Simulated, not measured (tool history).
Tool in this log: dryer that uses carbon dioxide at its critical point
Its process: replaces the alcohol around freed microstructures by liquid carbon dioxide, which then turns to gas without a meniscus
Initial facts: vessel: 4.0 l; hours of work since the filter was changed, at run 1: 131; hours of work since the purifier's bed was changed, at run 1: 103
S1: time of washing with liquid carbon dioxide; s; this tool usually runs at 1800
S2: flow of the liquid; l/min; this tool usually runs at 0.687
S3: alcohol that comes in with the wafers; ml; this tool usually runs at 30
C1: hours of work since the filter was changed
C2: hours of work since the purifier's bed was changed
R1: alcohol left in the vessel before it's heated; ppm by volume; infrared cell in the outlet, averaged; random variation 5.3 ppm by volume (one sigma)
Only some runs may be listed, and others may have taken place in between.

run     day    S1     S2   S3   C1   C2    R1
  1       0  1800  0.687   30  131  103   137
  2   1.033  1800  0.687   30  147  118   155
  3   2.175  1800  0.687   25  164  135   144
  4   3.325  2880  0.687   25  181  152    50
  5   4.375  1800  0.687   30  196  168   181
  6   5.438  1800  0.687   30  212  184   187
  7   6.633  1800  0.687   30  230  201   189
  8   7.604  1800  0.687   30  244  216   192
  9   8.475  1800  0.687   30  257  229   198
 10   9.079  1800  0.687   30  267  238   191
 11   9.817  1800  0.687   30  277  249   192
 12   10.45  1800  0.687   30  287  258   203
 13  11.746  1800  0.687   30  306  278   213
 14  12.829  1800  0.687   30  322  294   222
 15  13.662  1800  0.687   30  335  306   223
 16  14.258  1800  0.687   30  344  315   221
 17  15.396  1800   0.44   30  361  332   734
 18  16.075  1320  0.687   30  371  342   514
 19  16.762  1800  0.687   32  381  352   236
 20  17.408  1800  0.687   30  391  362   244
     18.029  -- inlet filter changed
 21  18.521  1800  0.687   30    7  378   211
 22  19.642  1800  0.498   68   24  395   916
 23  20.829  2280  0.933   33   42  412   112
 24  21.946  2280  0.933   33   58  429   126
 25  22.962  1800  0.706   26   74  444   208
 26  24.075  1920  1.012   43   90  461   132
 27  25.062  1920  1.012   37  105  476   131
 28  26.012  2100   0.49   30  119  490   391
 29      27  1140  0.759   40  134  504   674
 30  27.954  1140  0.759   40  148  519   674
 31  28.654  1140  0.759   40  158  529   682
 32  29.629  1800  0.687   41  173  544   301
 33  30.721  1800  0.687   41  189  560   329
 34  31.371  1800  0.676   67  199  570   440
 35  32.362  1380  0.462   51  214  584  1782
 36  33.467  1800  0.532  119  230  601  1502
 37  34.417  1800  0.532  119  244  615  1508
 38  35.808  1800  0.433  119  265  636  2626
 39    36.4  1980  0.952   55  274  645   196
 40  37.046  2400  0.484  119  283  654   924
 41  38.112  2400  0.484  119  299  670   936

Below are 4 alternative next runs, each starting from the tool's condition after run 41. Predict each:
  A  39.246  2640  0.484  70  316  687   ?
  B  39.246  2160  0.616  21  316  687   ?
  C  39.246  2400   0.83  97  316  687   ?
  D  39.246  1800  0.447  30  316  687   ?

run   R1
  A  491
  B  258
  C  216
  D  762
Take away the tool's hidden state, keep each run's random variation, and the runs would have read:
run   R1
  A  246
  B   61
  C   29
  D  502
